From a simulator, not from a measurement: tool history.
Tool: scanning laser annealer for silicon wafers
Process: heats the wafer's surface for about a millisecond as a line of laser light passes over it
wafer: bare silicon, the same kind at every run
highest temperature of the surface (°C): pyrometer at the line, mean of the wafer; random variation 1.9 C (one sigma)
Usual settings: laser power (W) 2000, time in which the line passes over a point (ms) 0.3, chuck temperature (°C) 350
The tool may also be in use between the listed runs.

| run | day | laser power (W) | time in which the line passes over a point (ms) | chuck temperature (°C) | highest temperature of the surface (°C) |
|---|---|---|---|---|---|
| 1 | 0 | 2000 | 0.3 | 350 | 1102 |
| 2 | 0.617 | 2000 | 0.3 | 350 | 1098 |
| 3 | 1.112 | 2000 | 0.3 | 350 | 1095 |
| 4 | 1.646 | 2000 | 0.3 | 350 | 1093 |
| 5 | 1.958 | 2000 | 0.3 | 350 | 1097 |
|  | 2.121 | laser's power meter calibrated |
| 6 | 2.462 | 2000 | 0.335 | 350 | 1146 |
| 7 | 2.996 | 2000 | 0.335 | 385 | 1181 |
| 8 | 3.633 | 1804 | 0.313 | 350 | 1039 |
| 9 | 4.242 | 1804 | 0.313 | 350 | 1042 |
| 10 | 4.5 | 1711 | 0.249 | 350 | 924 |
| 11 | 5.079 | 2111 | 0.249 | 349 | 1054 |
|  | 5.325 | laser's power meter calibrated, once more |
| 12 | 5.825 | 1820 | 0.246 | 382 | 982 |
| 13 | 6.188 | 1820 | 0.246 | 382 | 986 |

Some steps in highest temperature of the surface (°C) between neighbouring runs. How much of each would the tool show without its hidden state too (settings, what came in, random variation), and how much is left for the hidden state, with any gauge scatter that isn't in both results?
The hidden state here: light that passes the window, % of a clean one's; laser's true power over the reading, %; width of the line over the set one, %; drift of the gauge itself on peak_c, C.
Run 7 -> 8: laser power (W) 2000 -> 1804, time in which the line passes over a point (ms) 0.335 -> 0.313, chuck temperature (°C) 385 -> 350. highest temperature of the surface (°C) -142: hidden state +4, all else -146.
Run 10 -> 11: laser power (W) 1711 -> 2111, chuck temperature (°C) 350 -> 349. highest temperature of the surface (°C) +130: hidden state -6, all else +136.

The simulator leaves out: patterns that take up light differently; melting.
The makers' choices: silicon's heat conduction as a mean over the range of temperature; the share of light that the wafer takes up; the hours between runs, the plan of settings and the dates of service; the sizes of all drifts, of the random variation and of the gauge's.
